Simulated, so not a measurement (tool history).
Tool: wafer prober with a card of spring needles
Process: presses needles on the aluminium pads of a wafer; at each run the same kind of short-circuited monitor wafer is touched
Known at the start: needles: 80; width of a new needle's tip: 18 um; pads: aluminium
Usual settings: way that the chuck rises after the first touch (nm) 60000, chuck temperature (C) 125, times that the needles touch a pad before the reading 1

run  hour  way that the chuck rises after the first touch (nm)  chuck temperature (C)  times that the needles touch a pad before the reading  resistance of one needle with its contact and lead (mohm)  way that a needle slides on the pad (nm)
  1   0.0                                                60000                    125                                                      1                                                        186                                     12420
  2   9.8                                                60000                    125                                                      1                                                        217                                     12360
     15.0  -- tips cleaned on abrasive film
  3  20.3                                                60000                    125                                                      1                                                        205                                     12440
     30.6  -- tips cleaned on abrasive film
  4  33.6                                                60000                    125                                                      1                                                        198                                     12370
  5  45.1                                                60000                     52                                                      1                                                        218                                     12320
     46.3  -- tips cleaned on abrasive film
  6  52.0                                                60000                     52                                                      1                                                        196                                     12400
     61.2  -- tips cleaned on abrasive film
  7  64.3                                                56000                     87                                                      2                                                        183                                     11480
  8  74.4                                                55000                     28                                                      2                                                        201                                     11240
     76.1  -- tips cleaned on abrasive film
  9  80.6                                                52000                     89                                                      2                                                        192                                     10760
     90.9  -- tips cleaned on abrasive film
 10  90.9                                                69000                     25                                                      2                                                        161                                     14210
 11  97.3                                                52000                    125                                                      1                                                        221                                     10680

Forecast each of these 4 alternatives for the next run:
     106.0  -- tips cleaned on abrasive film
  A  111.3                                                44000                     88                                                      2                                                          ?                                         ?
     106.0  -- tips cleaned on abrasive film
  B  111.3                                                43000                    125                                                      1                                                          ?                                         ?
     106.0  -- tips cleaned on abrasive film
  C  111.3                                                67000                     73                                                      1                                                          ?                                         ?
     106.0  -- tips cleaned on abrasive film
  D  111.3                                                41000                     65                                                      2                                                          ?                                         ?

run  resistance of one needle with its contact and lead (mohm)  way that a needle slides on the pad (nm)
  A                                                        207                                      8990
  B                                                        238                                      8780
  C                                                        192                                     13690
  D                                                        208                                      8320
Without the tool's hidden state the same runs would have given:
run  resistance of one needle with its contact and lead (mohm)  way that a needle slides on the pad (nm)
  A                                                        179                                      9200
  B                                                        192                                      8990
  C                                                        169                                     13900
  D                                                        175                                      8530
